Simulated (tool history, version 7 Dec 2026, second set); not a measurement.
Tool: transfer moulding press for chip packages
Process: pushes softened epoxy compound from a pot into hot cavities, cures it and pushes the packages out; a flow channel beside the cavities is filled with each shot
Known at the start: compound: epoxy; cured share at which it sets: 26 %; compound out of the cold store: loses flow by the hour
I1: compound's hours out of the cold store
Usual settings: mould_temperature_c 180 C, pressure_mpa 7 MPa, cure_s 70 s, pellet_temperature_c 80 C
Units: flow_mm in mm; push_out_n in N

Run 1, day 0: usual settings; I1 47.8. Result: flow_mm 813 mm, push_out_n 746 N.
At day 0.612: cavities cleaned with cleaning compound and waxed.
At day 2.075: cavities cleaned with cleaning compound and waxed.
Run 2, day 3.258: usual settings but pressure_mpa 7.2 MPa; I1 45.7. Result: flow_mm 819 mm, push_out_n 854 N.
At day 3.621: cavities cleaned with cleaning compound and waxed.
At day 4.925: cavities cleaned with cleaning compound and waxed.
At day 6.317: cavities cleaned with cleaning compound and waxed.
Run 3, day 6.583: usual settings but cure_s 97 s; I1 40.2. Result: flow_mm 820 mm, push_out_n 494 N.
At day 7.7: cavities cleaned with cleaning compound and waxed.
At day 9.029: cavities cleaned with cleaning compound and waxed.
Run 4, day 9.029: usual settings but cure_s 80 s; I1 10.4. Result: flow_mm 941 mm, push_out_n 491 N.
At day 10.467: plunger's sealing rings changed.
At day 10.529: cavities cleaned with cleaning compound and waxed.
Run 5, day 11.3: usual settings but cure_s 80 s; I1 13.3. Result: flow_mm 959 mm, push_out_n 698 N.
At day 11.871: cavities cleaned with cleaning compound and waxed.
At day 13.258: cavities cleaned with cleaning compound and waxed.
At day 14.629: cavities cleaned with cleaning compound and waxed.
Run 6, day 14.675: usual settings but cure_s 80 s; I1 16.1. Result: flow_mm 945 mm, push_out_n 498 N.
At day 16.038: cavities cleaned with cleaning compound and waxed.
Run 7, day 16.812: usual settings; I1 14.9. Result: flow_mm 940 mm, push_out_n 874 N.
At day 17.338: cavities cleaned with cleaning compound and waxed.
At day 18.679: cavities cleaned with cleaning compound and waxed.
Run 8, day 19.717: usual settings; I1 45.8. Result: flow_mm 804 mm, push_out_n 862 N.
At day 20.021: cavities cleaned with cleaning compound and waxed.
At day 21.554: cavities cleaned with cleaning compound and waxed.
Run 9, day 21.775: usual settings; I1 14.1. Result: flow_mm 930 mm, push_out_n 690 N.
At day 22.929: cavities cleaned with cleaning compound and waxed.
Run 10, day 23.338: usual settings but pellet_temperature_c 81 C; I1 11.1. Result: flow_mm 935 mm, push_out_n 758 N.
At day 24.292: mould's thermocouples calibrated.
At day 24.354: cavities cleaned with cleaning compound and waxed.
At day 25.871: plunger's sealing rings changed.
At day 25.933: cavities cleaned with cleaning compound and waxed.
Run 11, day 25.933: usual settings but pellet_temperature_c 81 C; I1 25. Result: flow_mm 921 mm, push_out_n 629 N.
At day 27.242: cavities cleaned with cleaning compound and waxed.
At day 28.604: cavities cleaned with cleaning compound and waxed.
Run 12, day 28.604: usual settings; I1 22. Result: flow_mm 916 mm, push_out_n 606 N.
At day 30.079: cavities cleaned with cleaning compound and waxed.
At day 31.504: cavities cleaned with cleaning compound and waxed.
Run 13, day 31.504: usual settings but pressure_mpa 7.85 MPa; I1 28.2. Result: flow_mm 936 mm, push_out_n 573 N.
At day 32.946: cavities cleaned with cleaning compound and waxed.
Run 14, day 33.554: usual settings but cure_s 100 s; I1 18.5. Result: flow_mm 914 mm, push_out_n 525 N.
At day 34.35: cavities cleaned with cleaning compound and waxed.
At day 35.758: cavities cleaned with cleaning compound and waxed.
Run 15, day 36.633: usual settings but cure_s 100 s; I1 20.2. Result: flow_mm 895 mm, push_out_n 604 N.
At day 37.108: cavities cleaned with cleaning compound and waxed.
At day 38.642: cavities cleaned with cleaning compound and waxed.
Run 16, day 39.362: usual settings but pellet_temperature_c 88 C; I1 8.1. Result: flow_mm 944 mm, push_out_n 861 N.
At day 40.071: cavities cleaned with cleaning compound and waxed.
At day 41.096: plunger's sealing rings changed.
Run 17, day 41.096: usual settings but pellet_temperature_c 88 C; I1 23.1. Result: flow_mm 930 mm, push_out_n 823 N.
At day 41.458: cavities cleaned with cleaning compound and waxed.
At day 42.796: cavities cleaned with cleaning compound and waxed.
Run 18, day 42.796: usual settings but pellet_temperature_c 88 C; I1 10.4. Result: flow_mm 983 mm, push_out_n 637 N.
At day 44.242: cavities cleaned with cleaning compound and waxed.
At day 45.517: cavities cleaned with cleaning compound and waxed.
Run 19, day 45.517: usual settings but pellet_temperature_c 81 C; I1 41.4. Result: flow_mm 835 mm, push_out_n 571 N.
At day 46.892: cavities cleaned with cleaning compound and waxed.
At day 48.175: cavities cleaned with cleaning compound and waxed.
Run 20, day 48.175: usual settings but pellet_temperature_c 81 C; I1 17.4. Result: flow_mm 941 mm, push_out_n 624 N.
At day 49.529: cavities cleaned with cleaning compound and waxed.
At day 50.925: cavities cleaned with cleaning compound and waxed.
Run 21, day 51.571: usual settings but pellet_temperature_c 81 C; I1 9.3. Result: flow_mm 955 mm, push_out_n 818 N.
At day 52.25: cavities cleaned with cleaning compound and waxed.
At day 53.704: cavities cleaned with cleaning compound and waxed.
Run 22, day 53.921: usual settings but mould_temperature_c 175 C, pressure_mpa 5.69 MPa, cure_s 53 s, pellet_temperature_c 89 C; I1 35.7. Result: flow_mm 763 mm, push_out_n 1650 N.
At day 54.517: mould's thermocouples calibrated.
At day 55.217: cavities cleaned with cleaning compound and waxed.
At day 56.529: plunger's sealing rings changed.
At day 56.592: cavities cleaned with cleaning compound and waxed.
Run 23, day 57.438: usual settings but pressure_mpa 7.35 MPa, cure_s 98 s, pellet_temperature_c 73 C; I1 12. Result: flow_mm 996 mm, push_out_n 583 N.
At day 57.967: cavities cleaned with cleaning compound and waxed.
At day 59.258: cavities cleaned with cleaning compound and waxed.
Run 24, day 59.258: usual settings but pressure_mpa 7.35 MPa, cure_s 63 s, pellet_temperature_c 86 C; I1 12.8. Result: flow_mm 983 mm, push_out_n 783 N.
At day 60.6: cavities cleaned with cleaning compound and waxed.
Run 25, day 61.538: usual settings but mould_temperature_c 178 C, pressure_mpa 7.35 MPa, cure_s 63 s, pellet_temperature_c 86 C; I1 29.3. Result: flow_mm 906 mm, push_out_n 1206 N.

3 ways to go on from here, each from the tool as it stands after run 25. What would each give?
At day 61.904: cavities cleaned with cleaning compound and waxed.
At day 63.338: cavities cleaned with cleaning compound and waxed.
Run A, day 64.354: usual settings but mould_temperature_c 183 C, pressure_mpa 8.48 MPa, pellet_temperature_c 73 C; I1 11.7. Result: flow_mm ?, push_out_n ?.
At day 61.904: cavities cleaned with cleaning compound and waxed.
At day 63.338: cavities cleaned with cleaning compound and waxed.
Run B, day 64.354: usual settings but mould_temperature_c 173 C, cure_s 71 s; I1 38.7. Result: flow_mm ?, push_out_n ?.
At day 61.904: cavities cleaned with cleaning compound and waxed.
At day 63.338: cavities cleaned with cleaning compound and waxed.
Run C, day 64.354: usual settings but mould_temperature_c 178 C, pressure_mpa 7.35 MPa, cure_s 59 s, pellet_temperature_c 86 C; I1 8.5. Result: flow_mm ?, push_out_n ?.

run  flow_mm  push_out_n
  A     1035         785
  B      856        1280
  C     1001        1528
Without the tool's hidden state the same runs would have given:
run  flow_mm  push_out_n
  A     1067         526
  B      882         857
  C     1032        1022
